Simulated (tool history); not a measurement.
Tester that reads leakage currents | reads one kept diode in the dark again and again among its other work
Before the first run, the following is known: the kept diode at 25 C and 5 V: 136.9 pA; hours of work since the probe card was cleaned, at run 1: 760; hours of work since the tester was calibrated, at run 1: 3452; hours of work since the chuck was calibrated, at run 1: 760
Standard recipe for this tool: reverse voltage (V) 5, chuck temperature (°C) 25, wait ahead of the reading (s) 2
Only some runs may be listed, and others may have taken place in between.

run,hour,reverse voltage (V),chuck temperature (°C),wait ahead of the reading (s),hours of work since the probe card was cleaned,hours of work since the tester was calibrated,hours of work since the chuck was calibrated,current that the tester gives (pA)
1,0,5,25,2,760,3452,760,152.07
2,161.4,5,25,2,850,3542,850,153.61
3,265.1,5,25,2,908,3600,908,155.54
4,362.8,5,25,2,963,3654,963,156.84
5,464.3,5,43,2,1019,3711,1019,522.28
6,632.9,5,25,2,1113,3805,1113,160.48
7,781.9,5,25,2,1196,3888,1196,161.52
8,886.4,5,25,2,1255,3946,1255,163.19
9,984.2,5,25,2,1309,4001,1309,164.97
10,1129.2,5,25,2,1390,4082,1390,165.53
11,1320,5,25,2,1496,4188,1496,169.04
12,1527.7,16.17,32,0.71,1612,4304,1612,474.46
# hour 1549.1: chuck's temperature calibrated
# hour 1712.6: probe card cleaned and baked
13,1726.8,15.73,25,1.7,8,4412,97,228.03
14,1853.1,5.39,28,1.06,78,4482,168,180.17
15,2085.5,2.25,50,2,208,4612,297,534.09
16,2225.3,1.62,46,2.36,286,4690,375,362.44
17,2441,1.99,59,1.37,406,4810,496,883.05

Branching from run 17: 4 alternative next runs. What would each branch give?
A,2563.3,1.99,40,1.25,474,4878,564,?
B,2563.3,11.15,51,3.31,474,4878,564,?
C,2563.3,5.28,42,1.79,474,4878,564,?
D,2563.3,5.35,25,2.91,474,4878,564,?

run,current that the tester gives (pA)
A,272.47
B,1173.44
C,475.14
D,150.74
What these runs would have given with no unlogged condition in the tool:
run,current that the tester gives (pA)
A,259.87
B,1120.91
C,452.2
D,140.13
